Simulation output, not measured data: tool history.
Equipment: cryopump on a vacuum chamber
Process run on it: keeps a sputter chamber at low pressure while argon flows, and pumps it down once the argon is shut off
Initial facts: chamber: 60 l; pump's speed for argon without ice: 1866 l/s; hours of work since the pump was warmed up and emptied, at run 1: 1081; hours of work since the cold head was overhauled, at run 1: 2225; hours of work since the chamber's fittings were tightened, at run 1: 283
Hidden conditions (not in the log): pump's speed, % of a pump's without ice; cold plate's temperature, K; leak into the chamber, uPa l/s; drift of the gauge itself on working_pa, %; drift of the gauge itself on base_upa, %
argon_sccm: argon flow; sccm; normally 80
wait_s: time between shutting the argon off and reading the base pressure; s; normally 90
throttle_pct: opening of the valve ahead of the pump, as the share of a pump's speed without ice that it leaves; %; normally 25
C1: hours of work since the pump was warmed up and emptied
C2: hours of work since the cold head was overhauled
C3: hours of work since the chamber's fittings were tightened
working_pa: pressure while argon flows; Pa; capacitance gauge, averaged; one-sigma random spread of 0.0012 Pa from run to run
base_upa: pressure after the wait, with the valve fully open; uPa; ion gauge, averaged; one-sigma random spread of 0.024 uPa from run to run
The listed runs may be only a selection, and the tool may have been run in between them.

{"run": 1, "day": 0.0, "argon_sccm": 80, "wait_s": 90, "throttle_pct": 25, "C1": 1081, "C2": 2225, "C3": 283, "working_pa": 0.3041, "base_upa": 1.01}
{"day": 1.946, "done": "pump warmed up, emptied and cooled again"}
{"run": 2, "day": 2.217, "argon_sccm": 80, "wait_s": 90, "throttle_pct": 49, "C1": 5, "C2": 2264, "C3": 322, "working_pa": 0.1502, "base_upa": 0.98}
{"run": 3, "day": 5.367, "argon_sccm": 80, "wait_s": 90, "throttle_pct": 49, "C1": 66, "C2": 2324, "C3": 382, "working_pa": 0.1504, "base_upa": 1.01}
{"run": 4, "day": 8.788, "argon_sccm": 80, "wait_s": 90, "throttle_pct": 49, "C1": 131, "C2": 2390, "C3": 448, "working_pa": 0.1524, "base_upa": 1.07}
{"run": 5, "day": 10.367, "argon_sccm": 80, "wait_s": 90, "throttle_pct": 49, "C1": 162, "C2": 2420, "C3": 478, "working_pa": 0.1515, "base_upa": 0.99}
{"run": 6, "day": 12.454, "argon_sccm": 80, "wait_s": 90, "throttle_pct": 49, "C1": 202, "C2": 2460, "C3": 518, "working_pa": 0.1524, "base_upa": 1.03}
{"run": 7, "day": 14.958, "argon_sccm": 80, "wait_s": 90, "throttle_pct": 25, "C1": 250, "C2": 2508, "C3": 566, "working_pa": 0.2937, "base_upa": 1.05}
{"run": 8, "day": 18.158, "argon_sccm": 80, "wait_s": 90, "throttle_pct": 25, "C1": 311, "C2": 2570, "C3": 628, "working_pa": 0.2955, "base_upa": 1.02}
{"run": 9, "day": 21.121, "argon_sccm": 80, "wait_s": 90, "throttle_pct": 60, "C1": 368, "C2": 2626, "C3": 685, "working_pa": 0.1269, "base_upa": 1.03}
{"run": 10, "day": 24.096, "argon_sccm": 80, "wait_s": 90, "throttle_pct": 60, "C1": 425, "C2": 2684, "C3": 742, "working_pa": 0.1273, "base_upa": 1.12}
{"run": 11, "day": 27.112, "argon_sccm": 80, "wait_s": 90, "throttle_pct": 60, "C1": 483, "C2": 2741, "C3": 800, "working_pa": 0.1285, "base_upa": 1.12}
{"run": 12, "day": 29.204, "argon_sccm": 80, "wait_s": 28, "throttle_pct": 25, "C1": 523, "C2": 2782, "C3": 840, "working_pa": 0.2974, "base_upa": 2.72}
{"run": 13, "day": 31.921, "argon_sccm": 80, "wait_s": 90, "throttle_pct": 38, "C1": 575, "C2": 2834, "C3": 892, "working_pa": 0.2002, "base_upa": 1.15}
{"run": 14, "day": 34.658, "argon_sccm": 80, "wait_s": 90, "throttle_pct": 38, "C1": 628, "C2": 2886, "C3": 944, "working_pa": 0.1996, "base_upa": 1.13}
{"run": 15, "day": 37.025, "argon_sccm": 80, "wait_s": 90, "throttle_pct": 38, "C1": 673, "C2": 2932, "C3": 990, "working_pa": 0.1995, "base_upa": 1.17}
{"run": 16, "day": 39.821, "argon_sccm": 80, "wait_s": 90, "throttle_pct": 38, "C1": 727, "C2": 2985, "C3": 1043, "working_pa": 0.2016, "base_upa": 1.19}
{"run": 17, "day": 41.446, "argon_sccm": 80, "wait_s": 90, "throttle_pct": 38, "C1": 758, "C2": 3016, "C3": 1075, "working_pa": 0.1998, "base_upa": 1.23}
{"run": 18, "day": 43.479, "argon_sccm": 80, "wait_s": 90, "throttle_pct": 38, "C1": 797, "C2": 3056, "C3": 1114, "working_pa": 0.2007, "base_upa": 1.21}
{"run": 19, "day": 45.608, "argon_sccm": 55, "wait_s": 90, "throttle_pct": 25, "C1": 838, "C2": 3096, "C3": 1155, "working_pa": 0.2084, "base_upa": 1.21}
{"run": 20, "day": 47.967, "argon_sccm": 38, "wait_s": 49, "throttle_pct": 20, "C1": 883, "C2": 3142, "C3": 1200, "working_pa": 0.1781, "base_upa": 1.82}
{"run": 21, "day": 51.054, "argon_sccm": 38, "wait_s": 49, "throttle_pct": 34, "C1": 942, "C2": 3201, "C3": 1259, "working_pa": 0.1078, "base_upa": 1.83}
{"run": 22, "day": 52.558, "argon_sccm": 105, "wait_s": 22, "throttle_pct": 26, "C1": 971, "C2": 3230, "C3": 1288, "working_pa": 0.3861, "base_upa": 3.49}
{"run": 23, "day": 55.65, "argon_sccm": 85, "wait_s": 72, "throttle_pct": 44, "C1": 1031, "C2": 3289, "C3": 1347, "working_pa": 0.1895, "base_upa": 1.49}
{"run": 24, "day": 59.108, "argon_sccm": 85, "wait_s": 72, "throttle_pct": 44, "C1": 1097, "C2": 3355, "C3": 1414, "working_pa": 0.1906, "base_upa": 1.48}
{"day": 60.296, "done": "pump warmed up, emptied and cooled again"}
{"run": 25, "day": 61.212, "argon_sccm": 58, "wait_s": 36, "throttle_pct": 25, "C1": 18, "C2": 3392, "C3": 1450, "working_pa": 0.2145, "base_upa": 2.29}
{"run": 26, "day": 63.071, "argon_sccm": 58, "wait_s": 36, "throttle_pct": 25, "C1": 53, "C2": 3428, "C3": 1486, "working_pa": 0.2115, "base_upa": 2.33}
{"run": 27, "day": 66.275, "argon_sccm": 57, "wait_s": 36, "throttle_pct": 25, "C1": 115, "C2": 3489, "C3": 1547, "working_pa": 0.2084, "base_upa": 2.36}
{"run": 28, "day": 68.467, "argon_sccm": 57, "wait_s": 36, "throttle_pct": 25, "C1": 157, "C2": 3531, "C3": 1589, "working_pa": 0.2092, "base_upa": 2.24}
{"run": 29, "day": 69.988, "argon_sccm": 57, "wait_s": 36, "throttle_pct": 25, "C1": 186, "C2": 3560, "C3": 1618, "working_pa": 0.2078, "base_upa": 2.33}
{"run": 30, "day": 73.125, "argon_sccm": 80, "wait_s": 90, "throttle_pct": 44, "C1": 246, "C2": 3620, "C3": 1679, "working_pa": 0.1693, "base_upa": 1.34}
{"run": 31, "day": 76.558, "argon_sccm": 87, "wait_s": 160, "throttle_pct": 28, "C1": 312, "C2": 3686, "C3": 1744, "working_pa": 0.2875, "base_upa": 0.95}
{"run": 32, "day": 79.188, "argon_sccm": 84, "wait_s": 121, "throttle_pct": 49, "C1": 363, "C2": 3737, "C3": 1795, "working_pa": 0.1631, "base_upa": 1.17}
{"run": 33, "day": 82.571, "argon_sccm": 84, "wait_s": 121, "throttle_pct": 49, "C1": 428, "C2": 3802, "C3": 1860, "working_pa": 0.1628, "base_upa": 1.24}

Results per run with the tool's hidden condition removed, run-to-run variation unchanged:
run=1 working_pa=0.2905 base_upa=0.88
run=2 working_pa=0.1478 base_upa=0.88
run=3 working_pa=0.1474 base_upa=0.89
run=4 working_pa=0.1487 base_upa=0.93
run=5 working_pa=0.1475 base_upa=0.84
run=6 working_pa=0.1480 base_upa=0.87
run=7 working_pa=0.2888 base_upa=0.87
run=8 working_pa=0.2899 base_upa=0.84
run=9 working_pa=0.1207 base_upa=0.83
run=10 working_pa=0.1204 base_upa=0.89
run=11 working_pa=0.1209 base_upa=0.88
run=12 working_pa=0.2893 base_upa=2.46
run=13 working_pa=0.1915 base_upa=0.89
run=14 working_pa=0.1902 base_upa=0.84
run=15 working_pa=0.1896 base_upa=0.87
run=16 working_pa=0.1910 base_upa=0.87
run=17 working_pa=0.1888 base_upa=0.89
run=18 working_pa=0.1893 base_upa=0.87
run=19 working_pa=0.2001 base_upa=0.85
run=20 working_pa=0.1721 base_upa=1.44
run=21 working_pa=0.1013 base_upa=1.44
run=22 working_pa=0.3678 base_upa=3.07
run=23 working_pa=0.1739 base_upa=1.06
run=24 working_pa=0.1741 base_upa=1.03
run=25 working_pa=0.2124 base_upa=1.91
run=26 working_pa=0.2092 base_upa=1.94
run=27 working_pa=0.2057 base_upa=1.95
run=28 working_pa=0.2062 base_upa=1.83
run=29 working_pa=0.2045 base_upa=1.91
run=30 working_pa=0.1641 base_upa=0.89
run=31 working_pa=0.2810 base_upa=0.49
run=32 working_pa=0.1562 base_upa=0.69
run=33 working_pa=0.1551 base_upa=0.73
